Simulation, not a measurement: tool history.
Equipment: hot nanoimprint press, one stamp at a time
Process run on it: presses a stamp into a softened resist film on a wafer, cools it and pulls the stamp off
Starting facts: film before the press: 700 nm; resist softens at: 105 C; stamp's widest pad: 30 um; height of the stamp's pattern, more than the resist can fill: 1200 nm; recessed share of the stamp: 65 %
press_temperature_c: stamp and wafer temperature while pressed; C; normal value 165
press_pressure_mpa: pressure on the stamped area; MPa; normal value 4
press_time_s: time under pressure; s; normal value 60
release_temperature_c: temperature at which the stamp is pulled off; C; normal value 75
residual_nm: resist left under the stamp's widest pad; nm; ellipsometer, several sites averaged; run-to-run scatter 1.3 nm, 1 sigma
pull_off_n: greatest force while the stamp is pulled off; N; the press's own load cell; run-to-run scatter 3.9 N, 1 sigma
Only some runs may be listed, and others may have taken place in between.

{"run": 1, "day": 0.0, "press_temperature_c": 165, "press_pressure_mpa": 4, "press_time_s": 60, "release_temperature_c": 75, "residual_nm": 269.7, "pull_off_n": 195}
{"run": 2, "day": 0.296, "press_temperature_c": 165, "press_pressure_mpa": 4, "press_time_s": 60, "release_temperature_c": 75, "residual_nm": 270.2, "pull_off_n": 194}
{"run": 3, "day": 0.579, "press_temperature_c": 165, "press_pressure_mpa": 4, "press_time_s": 60, "release_temperature_c": 75, "residual_nm": 267.2, "pull_off_n": 192}
{"run": 4, "day": 0.825, "press_temperature_c": 165, "press_pressure_mpa": 4, "press_time_s": 60, "release_temperature_c": 75, "residual_nm": 263.9, "pull_off_n": 194}
{"run": 5, "day": 1.292, "press_temperature_c": 165, "press_pressure_mpa": 4, "press_time_s": 60, "release_temperature_c": 75, "residual_nm": 269.3, "pull_off_n": 188}
{"run": 6, "day": 1.529, "press_temperature_c": 165, "press_pressure_mpa": 4, "press_time_s": 60, "release_temperature_c": 75, "residual_nm": 265.1, "pull_off_n": 192}
{"run": 7, "day": 1.742, "press_temperature_c": 165, "press_pressure_mpa": 3.97, "press_time_s": 60, "release_temperature_c": 75, "residual_nm": 266.5, "pull_off_n": 193}
{"day": 2.025, "done": "stamp cleaned and given a new release coat"}
{"run": 8, "day": 2.217, "press_temperature_c": 165, "press_pressure_mpa": 3.97, "press_time_s": 60, "release_temperature_c": 75, "residual_nm": 264.9, "pull_off_n": 190}
{"run": 9, "day": 2.583, "press_temperature_c": 156, "press_pressure_mpa": 3.97, "press_time_s": 60, "release_temperature_c": 75, "residual_nm": 447.1, "pull_off_n": 190}
{"run": 10, "day": 3.071, "press_temperature_c": 165, "press_pressure_mpa": 4, "press_time_s": 60, "release_temperature_c": 75, "residual_nm": 265.2, "pull_off_n": 196}
{"run": 11, "day": 3.508, "press_temperature_c": 165, "press_pressure_mpa": 4, "press_time_s": 60, "release_temperature_c": 75, "residual_nm": 265.9, "pull_off_n": 187}
{"run": 12, "day": 3.925, "press_temperature_c": 165, "press_pressure_mpa": 4, "press_time_s": 60, "release_temperature_c": 75, "residual_nm": 265.2, "pull_off_n": 190}
{"run": 13, "day": 4.221, "press_temperature_c": 165, "press_pressure_mpa": 4, "press_time_s": 60, "release_temperature_c": 75, "residual_nm": 261.9, "pull_off_n": 190}
{"run": 14, "day": 4.712, "press_temperature_c": 165, "press_pressure_mpa": 4, "press_time_s": 60, "release_temperature_c": 75, "residual_nm": 264.8, "pull_off_n": 196}
{"run": 15, "day": 5.217, "press_temperature_c": 165, "press_pressure_mpa": 4, "press_time_s": 60, "release_temperature_c": 75, "residual_nm": 264.6, "pull_off_n": 190}
{"run": 16, "day": 5.692, "press_temperature_c": 165, "press_pressure_mpa": 4, "press_time_s": 60, "release_temperature_c": 75, "residual_nm": 262.2, "pull_off_n": 192}
{"run": 17, "day": 6.042, "press_temperature_c": 156, "press_pressure_mpa": 4.74, "press_time_s": 51, "release_temperature_c": 75, "residual_nm": 438.3, "pull_off_n": 195}
{"run": 18, "day": 6.542, "press_temperature_c": 160, "press_pressure_mpa": 4.74, "press_time_s": 51, "release_temperature_c": 62, "residual_nm": 349.2, "pull_off_n": 227}
{"run": 19, "day": 6.996, "press_temperature_c": 168, "press_pressure_mpa": 5.38, "press_time_s": 60, "release_temperature_c": 63, "residual_nm": 185.9, "pull_off_n": 233}
{"run": 20, "day": 7.312, "press_temperature_c": 168, "press_pressure_mpa": 5.38, "press_time_s": 60, "release_temperature_c": 63, "residual_nm": 185.1, "pull_off_n": 228}
{"run": 21, "day": 7.825, "press_temperature_c": 168, "press_pressure_mpa": 5.38, "press_time_s": 60, "release_temperature_c": 63, "residual_nm": 184.9, "pull_off_n": 236}
{"run": 22, "day": 8.171, "press_temperature_c": 168, "press_pressure_mpa": 5.38, "press_time_s": 60, "release_temperature_c": 63, "residual_nm": 186.4, "pull_off_n": 230}
{"run": 23, "day": 8.612, "press_temperature_c": 168, "press_pressure_mpa": 3.21, "press_time_s": 60, "release_temperature_c": 65, "residual_nm": 242.3, "pull_off_n": 222}
{"day": 8.829, "done": "gauge calibrated"}
{"run": 24, "day": 9.004, "press_temperature_c": 174, "press_pressure_mpa": 4, "press_time_s": 37, "release_temperature_c": 75, "residual_nm": 191.8, "pull_off_n": 191}
{"run": 25, "day": 9.346, "press_temperature_c": 160, "press_pressure_mpa": 4, "press_time_s": 37, "release_temperature_c": 64, "residual_nm": 422.3, "pull_off_n": 234}
{"run": 26, "day": 9.792, "press_temperature_c": 160, "press_pressure_mpa": 5.87, "press_time_s": 37, "release_temperature_c": 64, "residual_nm": 355, "pull_off_n": 239}
{"run": 27, "day": 10.025, "press_temperature_c": 165, "press_pressure_mpa": 4, "press_time_s": 30, "release_temperature_c": 64, "residual_nm": 342.8, "pull_off_n": 224}
{"run": 28, "day": 10.333, "press_temperature_c": 165, "press_pressure_mpa": 3.37, "press_time_s": 30, "release_temperature_c": 73, "residual_nm": 369, "pull_off_n": 197}
{"run": 29, "day": 10.742, "press_temperature_c": 165, "press_pressure_mpa": 2.97, "press_time_s": 80, "release_temperature_c": 75, "residual_nm": 278.7, "pull_off_n": 195}
{"run": 30, "day": 11.071, "press_temperature_c": 165, "press_pressure_mpa": 2.97, "press_time_s": 80, "release_temperature_c": 75, "residual_nm": 277.8, "pull_off_n": 194}

Per-run results on a tool with no hidden state, each run keeping its own random variation:
Unlogged tool condition in this case: true temperature over the reading, C; pressure that arrives at the usual setting, %; grip of the stamp's worn release coat, % over a new coat's; drift of the gauge itself on residual_nm, %; drift of the gauge itself on pull_off_n, %.
run=1 residual_nm=269.6
run=2 residual_nm=270.4
run=3 residual_nm=267.6
run=4 residual_nm=264.6
run=5 residual_nm=270.3
run=6 residual_nm=266.3
run=7 residual_nm=267.9
run=8 residual_nm=266.5
run=9 residual_nm=450.3
run=10 residual_nm=267.5
run=11 residual_nm=268.6
run=12 residual_nm=268.3
run=13 residual_nm=265.2
run=14 residual_nm=268.5
run=15 residual_nm=268.8
run=16 residual_nm=266.7
run=17 residual_nm=446.5
run=18 residual_nm=356.2
run=19 residual_nm=189.9
run=20 residual_nm=189.3
run=21 residual_nm=189.4
run=22 residual_nm=191.2
run=23 residual_nm=248.9
run=24 residual_nm=191.8
run=25 residual_nm=422.6
run=26 residual_nm=355.8
run=27 residual_nm=343.8
run=28 residual_nm=370.4
run=29 residual_nm=280.1
run=30 residual_nm=279.6
pull_off_n: at most 3 N away from the measurement, every run.

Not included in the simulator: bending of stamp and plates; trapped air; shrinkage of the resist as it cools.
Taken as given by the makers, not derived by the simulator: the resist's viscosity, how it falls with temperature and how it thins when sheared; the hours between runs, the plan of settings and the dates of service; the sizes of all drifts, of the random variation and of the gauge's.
